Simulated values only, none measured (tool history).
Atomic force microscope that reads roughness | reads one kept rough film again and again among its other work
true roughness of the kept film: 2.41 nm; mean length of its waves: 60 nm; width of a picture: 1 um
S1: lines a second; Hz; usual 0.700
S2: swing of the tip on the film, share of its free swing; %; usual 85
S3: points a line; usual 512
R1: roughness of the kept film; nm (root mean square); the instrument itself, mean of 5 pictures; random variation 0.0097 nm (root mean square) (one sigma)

Run 1, hour 0.0: usual settings. Result: R1 2.106 nm (root mean square).
At hour 11.1: new tip fitted.
Run 2, hour 11.6: usual settings. Result: R1 2.193 nm (root mean square).
Run 3, hour 28.2: usual settings. Result: R1 2.189 nm (root mean square).
Run 4, hour 40.6: usual settings. Result: R1 2.174 nm (root mean square).
Run 5, hour 57.0: usual settings. Result: R1 2.160 nm (root mean square).
Run 6, hour 68.9: usual settings. Result: R1 2.158 nm (root mean square).
Run 7, hour 81.3: usual settings. Result: R1 2.154 nm (root mean square).
Run 8, hour 94.7: usual settings but S3 297. Result: R1 2.124 nm (root mean square).
Run 9, hour 106.0: usual settings but S3 297. Result: R1 2.115 nm (root mean square).
Run 10, hour 114.8: usual settings. Result: R1 2.113 nm (root mean square).
Run 11, hour 125.8: usual settings but S2 81 %. Result: R1 2.147 nm (root mean square).
At hour 128.1: height scale calibrated on a step standard.
Run 12, hour 137.6: usual settings but S2 81 %. Result: R1 2.132 nm (root mean square).
Run 13, hour 146.1: usual settings but S1 2.898 Hz. Result: R1 1.729 nm (root mean square).
Run 14, hour 159.8: usual settings but S1 0.848 Hz, S2 76 %. Result: R1 2.127 nm (root mean square).
Run 15, hour 167.1: usual settings but S1 2.721 Hz, S2 65 %, S3 393. Result: R1 2.021 nm (root mean square).
At hour 179.8: height scale calibrated on a step standard, once more.
Run 16, hour 181.5: usual settings but S1 2.334 Hz, S2 70 %, S3 451. Result: R1 2.018 nm (root mean square).

The next listed run, before its measurement:
At hour 190.1: new tip fitted.
Run 17, hour 192.0: usual settings but S2 79 %, S3 675. Result: R1 ?.

Run 17 gave R1 2.230 nm (root mean square).
Without the tool's hidden state the same run would have given R1 2.233 nm (root mean square).
